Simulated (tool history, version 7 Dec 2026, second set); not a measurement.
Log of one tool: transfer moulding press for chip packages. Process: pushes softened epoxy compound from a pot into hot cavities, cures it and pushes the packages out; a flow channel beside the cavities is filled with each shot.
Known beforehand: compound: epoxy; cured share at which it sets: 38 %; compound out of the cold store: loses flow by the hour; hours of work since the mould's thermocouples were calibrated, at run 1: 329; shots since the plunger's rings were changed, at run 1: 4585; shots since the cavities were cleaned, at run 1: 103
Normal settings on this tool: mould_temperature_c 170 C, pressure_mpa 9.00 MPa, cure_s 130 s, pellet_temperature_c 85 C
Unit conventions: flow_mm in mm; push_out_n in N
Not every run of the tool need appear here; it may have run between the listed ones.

run,hour,mould_temperature_c,pressure_mpa,cure_s,pellet_temperature_c,hours of work since the mould's thermocouples were calibrated,shots since the plunger's rings were changed,shots since the cavities were cleaned,incoming compound's hours out of the cold store,flow_mm,push_out_n
1,0.0,170,9.00,130,85,329,4585,103,44.9,482,452
# hour 22.2: plunger's sealing rings changed
# hour 73.3: cavities cleaned with cleaning compound and waxed
2,83.1,170,9.00,130,85,391,711,118,15.0,593,740
# hour 151.4: cavities cleaned with cleaning compound and waxed
3,158.9,169,9.00,130,85,449,1603,91,30.8,538,482
# hour 232.6: cavities cleaned with cleaning compound and waxed
4,236.8,169,9.00,130,85,509,2519,51,38.0,512,464
# hour 314.4: cavities cleaned with cleaning compound and waxed
5,320.9,170,9.00,162,85,573,3509,78,20.8,562,394
6,370.2,170,9.00,160,85,612,4101,670,13.2,585,518
# hour 390.9: cavities cleaned with cleaning compound and waxed
# hour 434.1: plunger's sealing rings changed
7,434.1,170,9.00,160,85,659,0,488,14.3,597,528
# hour 470.7: cavities cleaned with cleaning compound and waxed
# hour 483.3: cavities cleaned with cleaning compound and waxed, once more
8,523.1,170,9.00,130,85,726,1032,478,8.8,612,629
# hour 542.7: mould's thermocouples calibrated
# hour 565.7: cavities cleaned with cleaning compound and waxed
9,578.4,170,9.00,130,85,27,1652,152,45.0,489,454
10,621.0,170,9.00,130,85,60,2164,664,39.7,505,589
# hour 647.2: cavities cleaned with cleaning compound and waxed
11,662.2,170,9.00,126,85,91,2640,180,17.8,571,518
# hour 727.0: cavities cleaned with cleaning compound and waxed
12,752.7,170,9.00,126,85,161,3707,308,15.9,574,582
# hour 809.1: cavities cleaned with cleaning compound and waxed
13,831.6,170,9.00,130,89,222,4635,270,47.2,473,506
# hour 850.1: plunger's sealing rings changed
# hour 890.9: cavities cleaned with cleaning compound and waxed
14,894.0,170,9.00,130,93,267,509,38,28.5,543,416
# hour 968.5: cavities cleaned with cleaning compound and waxed
15,970.4,166,9.00,130,85,326,1407,23,45.4,499,501
# hour 1047.0: cavities cleaned with cleaning compound and waxed
16,1047.0,167,7.11,156,89,385,2307,0,34.8,465,375
# hour 1125.0: cavities cleaned with cleaning compound and waxed
17,1130.1,170,7.75,148,85,449,3286,61,42.3,456,392
18,1183.4,170,7.75,148,85,491,3925,700,10.6,548,566
# hour 1205.5: cavities cleaned with cleaning compound and waxed
19,1221.5,165,7.75,123,85,519,4364,192,35.7,482,719
# hour 1262.7: plunger's sealing rings changed
20,1282.5,170,9.00,127,85,565,237,894,36.4,522,664
# hour 1291.1: cavities cleaned with cleaning compound and waxed
# hour 1368.0: cavities cleaned with cleaning compound and waxed
21,1374.5,166,8.51,112,78,635,1304,77,18.2,567,838
# hour 1450.4: cavities cleaned with cleaning compound and waxed
22,1454.9,166,8.51,112,78,697,2251,54,39.3,496,714
# hour 1510.7: mould's thermocouples calibrated
# hour 1529.6: cavities cleaned with cleaning compound and waxed
23,1535.0,170,9.00,122,81,18,3169,64,44.8,487,471
24,1572.5,170,9.00,122,81,47,3618,513,34.7,515,662
# hour 1607.6: cavities cleaned with cleaning compound and waxed
25,1644.9,170,9.00,122,81,103,4469,447,39.9,495,639

Hidden condition of the tool, last listed run before each entry between runs versus first listed run after:
Runs 1 to 2: plunger's sealing rings changed (hour 22.2); cavities cleaned with cleaning compound and waxed (hour 73.3)
  true mould temperature over the reading, C: -0.29 -> -0.34; pressure that reaches the compound, % of what is set: 92.76 -> 98.8; grip of the stained cavities, % over clean ones': 13.4 -> 76.1
  measured minus no-state result, flow_mm: -18 -> -3 mm; push_out_n: +57 -> +328 N
Runs 2 to 3: cavities cleaned with cleaning compound and waxed (hour 151.4)
  true mould temperature over the reading, C: -0.34 -> -0.39; pressure that reaches the compound, % of what is set: 98.8 -> 97.45; grip of the stained cavities, % over clean ones': 76.1 -> 13.1
  measured minus no-state result, flow_mm: -3 -> -6 mm; push_out_n: +328 -> +65 N
Runs 3 to 4: cavities cleaned with cleaning compound and waxed (hour 232.6)
  true mould temperature over the reading, C: -0.39 -> -0.45; pressure that reaches the compound, % of what is set: 97.45 -> 96.03; grip of the stained cavities, % over clean ones': 13.1 -> 9
  measured minus no-state result, flow_mm: -6 -> -10 mm; push_out_n: +65 -> +47 N
Runs 4 to 5: cavities cleaned with cleaning compound and waxed (hour 314.4)
  true mould temperature over the reading, C: -0.45 -> -0.51; pressure that reaches the compound, % of what is set: 96.03 -> 94.65; grip of the stained cavities, % over clean ones': 9 -> 11.1
  measured minus no-state result, flow_mm: -10 -> -14 mm; push_out_n: +47 -> +42 N
Runs 6 to 7: cavities cleaned with cleaning compound and waxed (hour 390.9); plunger's sealing rings changed (hour 434.1)
  true mould temperature over the reading, C: -0.54 -> -0.58; pressure that reaches the compound, % of what is set: 93.78 -> 99.79; grip of the stained cavities, % over clean ones': 53.3 -> 46.2
  measured minus no-state result, flow_mm: -18 -> +0 mm; push_out_n: +186 -> +169 N
Runs 7 to 8: cavities cleaned with cleaning compound and waxed (hour 470.7); cavities cleaned with cleaning compound and waxed, once more (hour 483.3)
  true mould temperature over the reading, C: -0.58 -> -0.64; pressure that reaches the compound, % of what is set: 99.79 -> 98.29; grip of the stained cavities, % over clean ones': 46.2 -> 45.5
  measured minus no-state result, flow_mm: +0 -> -4 mm; push_out_n: +169 -> +210 N
Runs 8 to 9: mould's thermocouples calibrated (hour 542.7); cavities cleaned with cleaning compound and waxed (hour 565.7)
  true mould temperature over the reading, C: -0.64 -> 0.35; pressure that reaches the compound, % of what is set: 98.29 -> 97.39; grip of the stained cavities, % over clean ones': 45.5 -> 19.3
  measured minus no-state result, flow_mm: -4 -> -7 mm; push_out_n: +210 -> +68 N
Runs 10 to 11: cavities cleaned with cleaning compound and waxed (hour 647.2)
  true mould temperature over the reading, C: 0.32 -> 0.29; pressure that reaches the compound, % of what is set: 96.59 -> 95.9; grip of the stained cavities, % over clean ones': 51.8 -> 22.7
  measured minus no-state result, flow_mm: -9 -> -12 mm; push_out_n: +198 -> +87 N
Runs 11 to 12: cavities cleaned with cleaning compound and waxed (hour 727.0)
  true mould temperature over the reading, C: 0.29 -> 0.23; pressure that reaches the compound, % of what is set: 95.9 -> 94.38; grip of the stained cavities, % over clean ones': 22.7 -> 36.1
  measured minus no-state result, flow_mm: -12 -> -17 mm; push_out_n: +87 -> +148 N
Runs 12 to 13: cavities cleaned with cleaning compound and waxed (hour 809.1)
  true mould temperature over the reading, C: 0.23 -> 0.18; pressure that reaches the compound, % of what is set: 94.38 -> 93.05; grip of the stained cavities, % over clean ones': 36.1 -> 30.5
  measured minus no-state result, flow_mm: -17 -> -18 mm; push_out_n: +148 -> +115 N
Runs 13 to 14: plunger's sealing rings changed (hour 850.1); cavities cleaned with cleaning compound and waxed (hour 890.9)
  true mould temperature over the reading, C: 0.18 -> 0.14; pressure that reaches the compound, % of what is set: 93.05 -> 98.81; grip of the stained cavities, % over clean ones': 30.5 -> 7.2
  measured minus no-state result, flow_mm: -18 -> -4 mm; push_out_n: +115 -> +26 N
Runs 14 to 15: cavities cleaned with cleaning compound and waxed (hour 968.5)
  true mould temperature over the reading, C: 0.14 -> 0.09; pressure that reaches the compound, % of what is set: 98.81 -> 97.52; grip of the stained cavities, % over clean ones': 7.2 -> 3.4
  measured minus no-state result, flow_mm: -4 -> -6 mm; push_out_n: +26 -> +14 N
Runs 15 to 16: cavities cleaned with cleaning compound and waxed (hour 1047.0)
  true mould temperature over the reading, C: 0.09 -> 0.04; pressure that reaches the compound, % of what is set: 97.52 -> 96.31; grip of the stained cavities, % over clean ones': 3.4 -> 1.9
  measured minus no-state result, flow_mm: -6 -> -9 mm; push_out_n: +14 -> +7 N
Runs 16 to 17: cavities cleaned with cleaning compound and waxed (hour 1125.0)
  true mould temperature over the reading, C: 0.04 -> -0.02; pressure that reaches the compound, % of what is set: 96.31 -> 94.88; grip of the stained cavities, % over clean ones': 1.9 -> 9.7
  measured minus no-state result, flow_mm: -9 -> -13 mm; push_out_n: +7 -> +34 N
Runs 18 to 19: cavities cleaned with cleaning compound and waxed (hour 1205.5)
  true mould temperature over the reading, C: -0.06 -> -0.08; pressure that reaches the compound, % of what is set: 94.06 -> 93.43; grip of the stained cavities, % over clean ones': 55.8 -> 22.9
  measured minus no-state result, flow_mm: -17 -> -16 mm; push_out_n: +204 -> +137 N
Runs 19 to 20: plunger's sealing rings changed (hour 1262.7)
  true mould temperature over the reading, C: -0.08 -> -0.13; pressure that reaches the compound, % of what is set: 93.43 -> 99.28; grip of the stained cavities, % over clean ones': 22.9 -> 59.4
  measured minus no-state result, flow_mm: -16 -> -2 mm; push_out_n: +137 -> +250 N
Runs 20 to 21: cavities cleaned with cleaning compound and waxed (hour 1291.1); cavities cleaned with cleaning compound and waxed (hour 1368.0)
  true mould temperature over the reading, C: -0.13 -> -0.19; pressure that reaches the compound, % of what is set: 99.28 -> 97.79; grip of the stained cavities, % over clean ones': 59.4 -> 10.6
  measured minus no-state result, flow_mm: -2 -> -6 mm; push_out_n: +250 -> +91 N
Runs 21 to 22: cavities cleaned with cleaning compound and waxed (hour 1450.4)
  true mould temperature over the reading, C: -0.19 -> -0.24; pressure that reaches the compound, % of what is set: 97.79 -> 96.39; grip of the stained cavities, % over clean ones': 10.6 -> 8.2
  measured minus no-state result, flow_mm: -6 -> -9 mm; push_out_n: +91 -> +64 N
Runs 22 to 23: mould's thermocouples calibrated (hour 1510.7); cavities cleaned with cleaning compound and waxed (hour 1529.6)
  true mould temperature over the reading, C: -0.24 -> -0.02; pressure that reaches the compound, % of what is set: 96.39 -> 95.11; grip of the stained cavities, % over clean ones': 8.2 -> 10.5
  measured minus no-state result, flow_mm: -9 -> -12 mm; push_out_n: +64 -> +44 N
Runs 24 to 25: cavities cleaned with cleaning compound and waxed (hour 1607.6)
  true mould temperature over the reading, C: -0.04 -> -0.09; pressure that reaches the compound, % of what is set: 94.45 -> 93.36; grip of the stained cavities, % over clean ones': 47.7 -> 42.6
  measured minus no-state result, flow_mm: -15 -> -18 mm; push_out_n: +214 -> +193 N
